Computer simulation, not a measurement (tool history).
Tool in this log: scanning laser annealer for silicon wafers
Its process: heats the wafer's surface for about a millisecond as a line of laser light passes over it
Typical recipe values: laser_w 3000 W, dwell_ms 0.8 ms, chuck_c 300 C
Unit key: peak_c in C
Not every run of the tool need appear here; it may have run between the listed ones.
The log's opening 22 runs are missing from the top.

run	hour	laser_w	dwell_ms	chuck_c	peak_c
23	786.7	2700	0.762	322	936
24	823.8	2768	0.626	310	877
25	869.8	2778	0.8	300	944
26	902.9	2915	0.831	305	994
27	941.9	2687	0.8	298	921
28	994	3214	0.6	300	927
29	1034.3	3149	0.6	300	916
30	1059.1	3149	0.76	339	1036
31	1102.8	3177	0.623	300	929
32	1138.9	2983	0.8	327	1007
33	1172.6	3026	0.754	323	987
34	1222	3026	0.754	323	986
35	1251.3	2635	0.876	335	965
36	1281.2	3127	0.8	297	1003
# hour 1313.9: optics aligned, line set to its width
37	1339.1	3127	0.8	297	1007
38	1393.4	2666	0.79	315	921
39	1420	2666	0.79	315	921
40	1458.9	2666	0.614	334	860
41	1513.1	2666	0.834	334	953
42	1561.3	2977	0.69	301	918

What if the next run were any one of these 3? Each begins from the tool's condition after run 42:
# hour 1610.2: window over the wafer cleaned
A	1615.1	2767	0.999	331	?
# hour 1610.2: window over the wafer cleaned
B	1615.1	3000	0.63	300	?
# hour 1610.2: window over the wafer cleaned
C	1615.1	2647	0.69	278	?

run	peak_c
A	1076
B	924
C	863
Take away the tool's hidden state, keep each run's random variation, and the runs would have read:
run	peak_c
A	1072
B	921
C	860
